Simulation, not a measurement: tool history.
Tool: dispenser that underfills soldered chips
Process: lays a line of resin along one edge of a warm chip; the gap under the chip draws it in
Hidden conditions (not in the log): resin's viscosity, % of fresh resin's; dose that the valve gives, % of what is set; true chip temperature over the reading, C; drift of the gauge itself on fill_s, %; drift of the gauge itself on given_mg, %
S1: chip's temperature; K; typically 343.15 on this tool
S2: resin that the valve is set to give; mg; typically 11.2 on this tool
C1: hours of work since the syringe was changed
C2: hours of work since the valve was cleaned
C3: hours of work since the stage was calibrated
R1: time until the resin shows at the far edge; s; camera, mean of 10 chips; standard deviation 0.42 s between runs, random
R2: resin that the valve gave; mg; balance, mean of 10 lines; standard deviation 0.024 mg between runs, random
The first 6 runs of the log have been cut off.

run,hour,S1,S2,C1,C2,C3,R1,R2
7,28.1,339.15,11.2,3,49,58,45.9,10.84
8,33.3,339.15,11.2,7,53,61,57.8,10.84
# hour 35.4: new syringe of resin
9,38.6,343.15,11.2,2,56,65,34.5,10.86
10,43.6,343.15,11.2,6,60,69,44.7,10.82
# hour 46.2: new syringe of resin
11,47.9,343.15,11.2,1,63,72,33.7,10.83
12,53.5,341.15,11.2,5,67,76,48.6,10.74
# hour 57.3: new syringe of resin
13,57.8,341.15,12.6,0,70,79,34.1,12.13
14,61.5,341.15,12.5,3,73,81,41.8,11.97
# hour 67.2: dispensing valve cleaned and set on the balance
15,67.4,355.15,11.2,7,0,85,24.7,11.20
# hour 69.1: new syringe of resin
16,73.8,343.15,10.9,3,5,90,38.0,10.89
17,78.8,343.15,13.2,7,8,93,48.3,13.09
# hour 80.0: new syringe of resin
18,83.1,343.15,13.2,2,11,96,35.4,13.11
19,88.9,343.15,13.8,6,15,100,46.2,13.69
# hour 90.8: new syringe of resin
20,95.7,344.15,13.8,4,20,105,35.4,13.62
# hour 101.8: new syringe of resin
21,102.1,344.15,13.8,0,25,109,28.7,13.60
22,108.3,336.15,10.8,5,29,114,63.8,10.60
23,111.5,353.15,11.8,7,32,116,28.6,11.61
# hour 112.7: new syringe of resin
24,117.1,341.15,13.1,3,35,120,41.0,12.86
25,122.0,349.15,12.5,7,39,124,33.9,12.18
# hour 123.7: new syringe of resin
26,127.9,341.15,11.2,3,43,128,42.2,10.87
27,131.3,341.15,11.2,6,46,130,50.4,10.87
# hour 134.8: new syringe of resin
28,138.7,343.15,11.3,3,51,136,38.1,10.91
29,144.5,337.15,12.3,7,55,140,68.2,11.85
# hour 145.9: new syringe of resin
30,151.7,329.15,10.0,4,60,145,91.9,9.61

What will run 31 give?
31,155.3,355.15,12.6,7,63,148,?,?

{"run 31": {"R1": 25.2, "R2": 12.06}}
Minus the tool's unlogged condition, the same run would have read R1 15.2 s, R2 12.58 mg.

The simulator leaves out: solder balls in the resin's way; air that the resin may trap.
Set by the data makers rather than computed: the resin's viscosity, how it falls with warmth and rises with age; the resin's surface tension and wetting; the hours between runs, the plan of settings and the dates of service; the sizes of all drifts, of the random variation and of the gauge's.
